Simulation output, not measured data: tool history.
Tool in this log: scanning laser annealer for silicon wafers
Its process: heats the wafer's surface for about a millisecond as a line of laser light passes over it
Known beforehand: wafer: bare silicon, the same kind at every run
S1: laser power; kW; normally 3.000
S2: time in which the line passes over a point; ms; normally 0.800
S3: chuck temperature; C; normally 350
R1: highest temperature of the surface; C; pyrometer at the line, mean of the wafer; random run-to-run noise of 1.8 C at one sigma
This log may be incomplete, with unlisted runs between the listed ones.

{"run": 1, "hour": 0.0, "S1": 3.0, "S2": 0.8, "S3": 350, "R1": 1069}
{"run": 2, "hour": 7.0, "S1": 3.0, "S2": 0.8, "S3": 350, "R1": 1066}
{"run": 3, "hour": 12.7, "S1": 3.0, "S2": 0.735, "S3": 350, "R1": 1035}
{"run": 4, "hour": 21.3, "S1": 3.0, "S2": 0.735, "S3": 350, "R1": 1032}
{"run": 5, "hour": 30.3, "S1": 3.0, "S2": 0.8, "S3": 379, "R1": 1097}
{"run": 6, "hour": 39.3, "S1": 3.0, "S2": 0.8, "S3": 379, "R1": 1095}
{"run": 7, "hour": 47.7, "S1": 3.255, "S2": 0.8, "S3": 379, "R1": 1157}
{"run": 8, "hour": 54.5, "S1": 3.255, "S2": 0.8, "S3": 379, "R1": 1152}
{"run": 9, "hour": 65.3, "S1": 3.255, "S2": 0.8, "S3": 379, "R1": 1154}
{"run": 10, "hour": 78.3, "S1": 3.255, "S2": 0.864, "S3": 379, "R1": 1188}
{"run": 11, "hour": 88.8, "S1": 3.255, "S2": 0.864, "S3": 379, "R1": 1186}
{"run": 12, "hour": 95.0, "S1": 3.0, "S2": 0.8, "S3": 337, "R1": 1051}
{"run": 13, "hour": 103.5, "S1": 3.0, "S2": 0.8, "S3": 350, "R1": 1063}
{"run": 14, "hour": 116.0, "S1": 3.0, "S2": 0.8, "S3": 350, "R1": 1065}
{"run": 15, "hour": 125.3, "S1": 3.29, "S2": 0.662, "S3": 335, "R1": 1044}
{"run": 16, "hour": 132.1, "S1": 2.954, "S2": 0.627, "S3": 335, "R1": 951}
{"run": 17, "hour": 142.1, "S1": 2.954, "S2": 0.627, "S3": 335, "R1": 956}
{"run": 18, "hour": 152.0, "S1": 2.954, "S2": 0.76, "S3": 335, "R1": 1017}
{"run": 19, "hour": 165.7, "S1": 3.236, "S2": 0.675, "S3": 355, "R1": 1056}
{"run": 20, "hour": 172.2, "S1": 3.214, "S2": 0.663, "S3": 390, "R1": 1081}
{"run": 21, "hour": 179.5, "S1": 3.214, "S2": 0.663, "S3": 390, "R1": 1084}
{"run": 22, "hour": 190.2, "S1": 3.214, "S2": 0.663, "S3": 390, "R1": 1085}

Below are 4 alternative next runs, each starting from the tool's condition after run 22. Predict each:
{"run": "A", "hour": 198.2, "S1": 2.577, "S2": 0.975, "S3": 375, "R1": "?"}
{"run": "B", "hour": 198.2, "S1": 3.058, "S2": 0.561, "S3": 316, "R1": "?"}
{"run": "C", "hour": 198.2, "S1": 2.568, "S2": 0.597, "S3": 322, "R1": "?"}
{"run": "D", "hour": 198.2, "S1": 3.214, "S2": 0.983, "S3": 350, "R1": "?"}

run=A R1=1053
run=B R1=920
run=C R1=847
run=D R1=1197
The same runs, with their run-to-run variation unchanged, on a tool lacking any hidden condition would have given:
run=A R1=1072
run=B R1=937
run=C R1=861
run=D R1=1220
